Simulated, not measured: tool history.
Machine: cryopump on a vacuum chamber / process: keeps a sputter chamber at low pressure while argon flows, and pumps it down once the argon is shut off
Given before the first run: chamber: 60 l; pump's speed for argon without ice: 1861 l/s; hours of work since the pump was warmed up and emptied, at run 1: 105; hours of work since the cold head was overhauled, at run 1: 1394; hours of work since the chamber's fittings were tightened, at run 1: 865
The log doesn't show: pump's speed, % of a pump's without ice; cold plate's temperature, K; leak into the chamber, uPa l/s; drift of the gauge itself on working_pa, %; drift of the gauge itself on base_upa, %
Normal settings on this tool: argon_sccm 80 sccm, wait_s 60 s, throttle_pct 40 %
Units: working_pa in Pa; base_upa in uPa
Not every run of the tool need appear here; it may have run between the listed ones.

run	hour	argon_sccm	wait_s	throttle_pct	hours of work since the pump was warmed up and emptied	hours of work since the cold head was overhauled	hours of work since the chamber's fittings were tightened	working_pa	base_upa
1	0	80	60	40	105	1394	865	0.1863	2.05
2	40.6	80	60	40	124	1413	883	0.1872	2.08
3	111.5	80	60	40	156	1445	916	0.1882	2.04
4	155.6	80	69	40	177	1465	936	0.1885	1.95
5	233.4	80	60	40	212	1501	972	0.1911	2.2
6	305.2	80	60	40	245	1534	1005	0.1921	2.2
7	391	80	60	40	285	1574	1044	0.1927	2.28
# hour 442: pump warmed up, emptied and cooled again
8	469	80	85	40	12	1607	1078	0.1813	1.82
9	544.1	107	32	26	47	1642	1112	0.3758	3.29
10	589.2	107	32	26	68	1662	1133	0.3788	3.22
11	672.6	60	35	33	106	1701	1171	0.169	3.11
# hour 751.3: leaking fittings of the chamber tightened, without venting
12	751.3	44	35	22	141	1736	0	0.1854	2.3
13	788.4	38	276	42	158	1753	17	0.0859	0.49
14	846.6	80	264	32	185	1780	44	0.2343	0.49
15	891.3	80	264	32	206	1800	64	0.2355	0.51
16	953.4	80	264	19	234	1829	93	0.3942	0.53

Across each entry between runs, compare the hidden state at the last listed run before it with the hidden state at the first listed run after it:
From run 7 to run 8: pump warmed up, emptied and cooled again (hour 442)
  pump's speed, % of a pump's without ice: 87 -> 99.1; cold plate's temperature, K: 12.59 -> 12.6; leak into the chamber, uPa l/s: 1615 -> 1654
  measured result minus the result with no hidden state, working_pa: +0.0119 -> +0.0016 Pa; base_upa: +0.85 -> +0.75 uPa
From run 11 to run 12: leaking fittings of the chamber tightened, without venting (hour 751.3)
  pump's speed, % of a pump's without ice: 94.6 -> 93; cold plate's temperature, K: 12.62 -> 12.63; leak into the chamber, uPa l/s: 1767 -> 311
  measured result minus the result with no hidden state, working_pa: +0.0039 -> +0.0036 Pa; base_upa: +0.84 -> +0.02 uPa
